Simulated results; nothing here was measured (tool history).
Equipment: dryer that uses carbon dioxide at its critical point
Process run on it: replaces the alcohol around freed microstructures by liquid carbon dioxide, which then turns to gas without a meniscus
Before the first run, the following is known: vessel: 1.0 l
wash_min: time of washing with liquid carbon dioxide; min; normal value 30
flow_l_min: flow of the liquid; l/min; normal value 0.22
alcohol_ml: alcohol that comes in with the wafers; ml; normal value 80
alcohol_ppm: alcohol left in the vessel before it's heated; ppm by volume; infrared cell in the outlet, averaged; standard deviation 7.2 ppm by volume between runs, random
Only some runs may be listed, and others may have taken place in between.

run	hour	wash_min	flow_l_min	alcohol_ml	alcohol_ppm
1	0	30	0.22	80	447
2	30.2	30	0.22	80	461
3	48.4	30	0.22	80	467
4	62.3	30	0.22	20	175
5	90.6	30	0.22	80	514
6	113.2	30	0.22	65	439
7	139.2	30	0.22	65	442
8	157.8	19	0.22	80	3158
9	191.8	30	0.22	99	668
10	224.7	30	0.22	99	673
11	248.9	30	0.22	99	714
12	276.1	30	0.22	99	737
13	294.6	43	0.22	80	212
# hour 311.6: inlet filter changed
14	316.4	43	0.22	80	198
15	350.7	35	0.22	80	323
16	368.2	35	0.22	80	343
17	398.9	30	0.22	80	570
18	432.6	30	0.22	80	591
19	460.7	30	0.22	80	592
20	492.1	30	0.22	80	631
21	523.4	30	0.22	80	635
22	541.2	30	0.22	80	648
23	565.3	19	0.22	80	3116
24	585.4	19	0.22	80	3071
25	605.2	33	0.366	63	272
26	625.7	33	0.366	63	287
# hour 646.9: purifier's bed changed
27	653	19	0.26	68	1298
28	672.3	19	0.26	68	1292
29	703	42	0.26	68	40
30	729.2	35	0.22	112	304
31	750.6	35	0.22	112	323
32	780.1	30	0.182	80	1247
33	795.6	48	0.252	80	69
# hour 801.2: inlet filter changed
34	813.4	48	0.252	80	75
35	829.8	31	0.252	24	118
36	846.4	31	0.252	24	117
37	867.8	38	0.252	73	118
38	883.7	18	0.253	48	1256
39	912.3	18	0.253	48	1271
40	938.2	18	0.14	37	5273
41	960.5	18	0.14	37	5192
42	993.9	34	0.196	31	284
43	1026.8	34	0.196	31	306
44	1047.4	34	0.196	31	329
45	1071.7	21	0.196	31	1387
46	1088.1	34	0.232	101	364

5 options for the next run, each taken on its own from the tool as it stands now. Forecast them:
A	1111.9	22	0.232	108	?
B	1111.9	30	0.22	102	?
C	1111.9	30	0.241	40	?
D	1111.9	28	0.22	80	?
E	1111.9	39	0.214	101	?

run	alcohol_ppm
A	2022
B	738
C	312
D	802
E	321
Without the tool's hidden state the same runs would have given:
run	alcohol_ppm
A	1525
B	438
C	101
D	495
E	102
